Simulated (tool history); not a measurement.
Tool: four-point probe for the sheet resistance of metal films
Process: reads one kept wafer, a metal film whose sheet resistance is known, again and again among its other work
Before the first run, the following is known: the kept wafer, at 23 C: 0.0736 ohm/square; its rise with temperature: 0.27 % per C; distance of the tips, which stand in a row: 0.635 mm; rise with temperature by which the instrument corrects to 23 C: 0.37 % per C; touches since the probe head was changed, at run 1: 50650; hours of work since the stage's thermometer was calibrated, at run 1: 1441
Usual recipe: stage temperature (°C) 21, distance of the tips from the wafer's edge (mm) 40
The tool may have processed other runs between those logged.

| run | day | stage temperature (°C) | distance of the tips from the wafer's edge (mm) | touches since the probe head was changed | hours of work since the stage's thermometer was calibrated | sheet resistance as the instrument gives it (ohm/square) |
|---|---|---|---|---|---|---|
| 1 | 0 | 21 | 40 | 50650 | 1441 | 0.07377 |
| 2 | 2.838 | 21 | 40 | 52231 | 1486 | 0.073758 |
| 3 | 5.133 | 21 | 40 | 53510 | 1522 | 0.073769 |
| 4 | 6.992 | 21 | 40 | 54546 | 1552 | 0.073734 |
| 5 | 9.354 | 21 | 40 | 55863 | 1589 | 0.073726 |
| 6 | 12.508 | 21 | 40 | 57620 | 1639 | 0.073775 |
| 7 | 15.008 | 21 | 40 | 59013 | 1679 | 0.073749 |
| 8 | 17.508 | 21 | 40 | 60406 | 1718 | 0.073765 |
| 9 | 19.383 | 21 | 40 | 61450 | 1748 | 0.073744 |
| 10 | 21.492 | 21 | 40 | 62624 | 1781 | 0.07377 |
| 11 | 22.875 | 20 | 20 | 63394 | 1803 | 0.073876 |
| 12 | 25.558 | 27 | 47 | 64891 | 1846 | 0.073331 |
| 13 | 27.521 | 27 | 47 | 65984 | 1877 | 0.07335 |
| 14 | 28.933 | 21 | 66 | 66770 | 1899 | 0.073765 |
|  | 31.412 | stage's thermometer calibrated |
| 15 | 31.954 | 30 | 43 | 68443 | 9 | 0.073144 |
| 16 | 34.825 | 28 | 5 | 70042 | 54 | 0.073909 |
| 17 | 37.95 | 24 | 6 | 71782 | 104 | 0.073963 |
| 18 | 40.383 | 24 | 6 | 73139 | 142 | 0.073972 |
| 19 | 42.438 | 24 | 26 | 74283 | 175 | 0.073548 |
| 20 | 45.442 | 24 | 61 | 75957 | 222 | 0.073513 |

Each row is a separate what-if for the run after 20, all from the same tool condition, not one after another. Results?
| A | 48.229 | 28 | 40 | 77510 | 267 | ? |
| B | 48.229 | 20 | 40 | 77510 | 267 | ? |
| C | 48.229 | 31 | 63 | 77510 | 267 | ? |
| D | 48.229 | 21 | 20 | 77510 | 267 | ? |
| E | 48.229 | 27 | 10 | 77510 | 267 | ? |

| run | sheet resistance as the instrument gives it (ohm/square) |
|---|---|
| A | 0.073288 |
| B | 0.073848 |
| C | 0.073061 |
| D | 0.073804 |
| E | 0.073482 |
With the hidden condition removed and each run's random variation left untouched, the same runs would have given:
| run | sheet resistance as the instrument gives it (ohm/square) |
|---|---|
| A | 0.073282 |
| B | 0.073842 |
| C | 0.073055 |
| D | 0.073798 |
| E | 0.073476 |
